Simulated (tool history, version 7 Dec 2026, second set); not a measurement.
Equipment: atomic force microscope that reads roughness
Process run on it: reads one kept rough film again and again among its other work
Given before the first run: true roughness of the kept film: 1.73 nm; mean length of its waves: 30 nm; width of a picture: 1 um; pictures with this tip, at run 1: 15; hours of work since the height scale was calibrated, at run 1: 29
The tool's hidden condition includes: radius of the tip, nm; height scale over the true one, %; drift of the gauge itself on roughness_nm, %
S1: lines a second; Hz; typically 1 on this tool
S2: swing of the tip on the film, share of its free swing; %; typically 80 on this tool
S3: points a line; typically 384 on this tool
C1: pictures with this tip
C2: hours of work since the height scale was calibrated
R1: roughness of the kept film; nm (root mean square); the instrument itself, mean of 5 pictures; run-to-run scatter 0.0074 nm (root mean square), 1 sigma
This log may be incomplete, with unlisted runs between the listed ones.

run,hour,S1,S2,S3,C1,C2,R1
1,0,1,80,384,15,29,1.56
2,4.3,1,80,384,19,32,1.542
3,8.9,1,80,384,24,35,1.546
4,18.4,1,80,446,33,40,1.533
5,25.5,1,80,384,40,45,1.541
6,30.2,1,80,384,45,47,1.534
7,38.5,1,80,384,53,52,1.525
8,45.4,1.02,80,384,60,57,1.525
9,55.6,2.91,80,384,70,63,1.39
10,60.5,1,84,384,75,66,1.501
11,68.8,1,84,384,83,71,1.503
12,78.9,1,84,384,93,77,1.492
13,86.3,1,80,384,101,81,1.501
14,93.7,1,80,384,108,86,1.508
15,101,3.38,73,741,115,90,1.425
16,108.9,3.38,73,741,123,95,1.403
17,115.4,3.38,55,417,130,99,1.523
18,121.2,3.38,55,417,135,102,1.51
19,127.8,3.38,55,417,142,106,1.504
20,134.8,3.38,55,417,149,111,1.501
21,141.7,2.95,87,655,156,115,1.296
22,148.7,2.01,87,655,163,119,1.372
23,157.2,1.06,89,655,171,124,1.447
24,166.6,1.06,89,655,180,130,1.444
25,172.4,1.06,89,451,186,133,1.443
26,177,0.73,74,384,191,136,1.484
27,182.7,0.73,74,384,196,139,1.49

Each row is a separate what-if for the run after 27, all from the same tool condition, not one after another. Results?
A,188.9,1,80,317,203,143,?
B,188.9,1,60,384,203,143,?
C,188.9,2.98,67,808,203,143,?
D,188.9,2.44,70,318,203,143,?
E,188.9,0.73,59,384,203,143,?

run,R1
A,1.453
B,1.508
C,1.435
D,1.426
E,1.533
Stripped of hidden state, with their random variation kept, the same runs would have yielded:
run,R1
A,1.548
B,1.605
C,1.527
D,1.518
E,1.632
